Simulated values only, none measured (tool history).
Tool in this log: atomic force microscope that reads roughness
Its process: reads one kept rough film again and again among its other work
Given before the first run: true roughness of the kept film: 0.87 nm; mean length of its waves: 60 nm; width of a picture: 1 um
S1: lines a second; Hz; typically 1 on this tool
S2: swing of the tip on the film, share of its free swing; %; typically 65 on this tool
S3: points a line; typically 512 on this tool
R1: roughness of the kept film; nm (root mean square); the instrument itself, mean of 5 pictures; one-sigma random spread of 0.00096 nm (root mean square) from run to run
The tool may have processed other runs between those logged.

run 1 day=0 | S1=1 S2=65 S3=512 | R1=0.8319
run 2 day=0.554 | S1=2.73 S2=65 S3=512 | R1=0.7873
run 3 day=1.038 | S1=1 S2=73 S3=512 | R1=0.8168
run 4 day=1.462 | S1=1 S2=65 S3=512 | R1=0.8317
-- day=1.542 height scale calibrated on a step standard
run 5 day=2.275 | S1=1 S2=64 S3=512 | R1=0.8354
run 6 day=2.883 | S1=2.87 S2=64 S3=512 | R1=0.7883
run 7 day=3.346 | S1=2.87 S2=64 S3=512 | R1=0.7869
run 8 day=3.933 | S1=1.3 S2=56 S3=512 | R1=0.8398
-- day=4.362 height scale calibrated on a step standard, once more
run 9 day=4.708 | S1=1.41 S2=65 S3=514 | R1=0.8185
run 10 day=5.254 | S1=1 S2=72 S3=512 | R1=0.8155
-- day=5.525 new tip fitted
run 11 day=5.625 | S1=2.14 S2=61 S3=386 | R1=0.8188
run 12 day=6.408 | S1=2.14 S2=61 S3=386 | R1=0.8169
run 13 day=7.042 | S1=2.14 S2=61 S3=386 | R1=0.8172

Selected run-to-run steps in R1, each split into two signed amounts: the part the tool would show with no hidden state at all (from settings, incoming material and random variation), and the remainder, which goes to the hidden state together with any gauge scatter not common to the measured and the hidden-state-free results:
Hidden state at play: radius of the tip, nm; height scale over the true one, %; drift of the gauge itself on roughness_nm, %.
Run 7 -> 8: S1 2.87 -> 1.3, S2 64 -> 56. R1 +0.0529 nm (root mean square): hidden state -0.0006, all else +0.0535.
Run 10 -> 11: S1 1 -> 2.14, S2 72 -> 61, S3 512 -> 386, new tip fitted. R1 +0.0033 nm (root mean square): hidden state +0.0068, all else -0.0035.
